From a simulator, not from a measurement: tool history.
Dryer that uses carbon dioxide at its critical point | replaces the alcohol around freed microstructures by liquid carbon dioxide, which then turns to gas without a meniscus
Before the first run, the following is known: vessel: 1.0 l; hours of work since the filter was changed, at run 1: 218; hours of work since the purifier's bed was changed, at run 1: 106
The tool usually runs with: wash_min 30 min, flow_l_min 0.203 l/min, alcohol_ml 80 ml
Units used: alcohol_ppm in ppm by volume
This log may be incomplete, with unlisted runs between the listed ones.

| run | hour | wash_min | flow_l_min | alcohol_ml | hours of work since the filter was changed | hours of work since the purifier's bed was changed | alcohol_ppm |
|---|---|---|---|---|---|---|---|
| 1 | 0.0 | 30 | 0.203 | 80 | 218 | 106 | 1008 |
| 2 | 9.8 | 30 | 0.203 | 80 | 225 | 114 | 976 |
| 3 | 18.1 | 35 | 0.203 | 80 | 232 | 120 | 504 |
| 4 | 30.9 | 35 | 0.203 | 80 | 242 | 131 | 488 |
| 5 | 48.3 | 35 | 0.203 | 80 | 256 | 144 | 480 |
| 6 | 61.4 | 32 | 0.203 | 80 | 266 | 155 | 792 |
| 7 | 76.5 | 32 | 0.203 | 80 | 278 | 167 | 783 |
| 8 | 90.3 | 32 | 0.203 | 80 | 289 | 178 | 794 |
| 9 | 104.4 | 32 | 0.203 | 80 | 301 | 189 | 789 |
| 10 | 119.5 | 30 | 0.255 | 80 | 313 | 201 | 333 |
| 11 | 126.9 | 30 | 0.255 | 80 | 319 | 207 | 338 |
| 12 | 135.5 | 22 | 0.203 | 80 | 325 | 214 | 3357 |
| 13 | 150.0 | 22 | 0.203 | 80 | 337 | 225 | 3330 |
| 14 | 164.8 | 22 | 0.203 | 80 | 349 | 237 | 3382 |
| 15 | 174.4 | 22 | 0.203 | 80 | 356 | 245 | 3434 |
| 16 | 189.0 | 22 | 0.203 | 80 | 368 | 256 | 3406 |
| 17 | 198.5 | 22 | 0.203 | 68 | 376 | 264 | 2834 |
| 18 | 210.8 | 22 | 0.203 | 68 | 385 | 274 | 2951 |
| 19 | 225.3 | 22 | 0.203 | 68 | 397 | 285 | 3007 |
| 20 | 233.0 | 22 | 0.203 | 68 | 403 | 292 | 2901 |
| 21 | 240.6 | 40 | 0.128 | 21 | 409 | 298 | 669 |
| 22 | 254.6 | 20 | 0.302 | 61 | 420 | 309 | 799 |
| 23 | 266.0 | 20 | 0.302 | 61 | 429 | 318 | 829 |
| 24 | 276.5 | 20 | 0.302 | 61 | 438 | 326 | 833 |
| 25 | 287.7 | 30 | 0.265 | 62 | 447 | 335 | 249 |
| 26 | 303.0 | 30 | 0.265 | 62 | 459 | 347 | 254 |
| 27 | 315.9 | 32 | 0.125 | 105 | 469 | 358 | 7274 |
| 28 | 333.4 | 29 | 0.212 | 71 | 483 | 372 | 1001 |
| 29 | 344.6 | 29 | 0.212 | 71 | 492 | 380 | 1023 |
| 30 | 354.4 | 30 | 0.154 | 62 | 500 | 388 | 2684 |
| 31 | 372.1 | 27 | 0.226 | 80 | 514 | 402 | 1162 |
| 32 | 381.5 | 27 | 0.226 | 80 | 521 | 410 | 1182 |
| 33 | 394.9 | 30 | 0.144 | 42 | 532 | 421 | 2268 |
| 34 | 406.1 | 30 | 0.144 | 66 | 541 | 429 | 3605 |
| 35 | 414.5 | 36 | 0.211 | 25 | 548 | 436 | 171 |
|  | 419.3 | inlet filter changed |
| 36 | 432.5 | 39 | 0.203 | 23 | 11 | 450 | 102 |
| 37 | 440.9 | 20 | 0.183 | 23 | 17 | 456 | 1585 |

Alternative continuations, all from the tool just after run 37; predict every row:
| A | 456.9 | 22 | 0.203 | 80 | 30 | 469 | ? |
| B | 456.9 | 32 | 0.143 | 77 | 30 | 469 | ? |
| C | 456.9 | 38 | 0.250 | 41 | 30 | 469 | ? |
| D | 456.9 | 25 | 0.251 | 23 | 30 | 469 | ? |
| E | 456.9 | 20 | 0.208 | 23 | 30 | 469 | ? |

| run | alcohol_ppm |
|---|---|
| A | 3010 |
| B | 2903 |
| C | 79 |
| D | 245 |
| E | 1103 |
Stripped of hidden state, with their random variation kept, the same runs would have yielded:
| run | alcohol_ppm |
|---|---|
| A | 2887 |
| B | 2783 |
| C | 41 |
| D | 200 |
| E | 1037 |
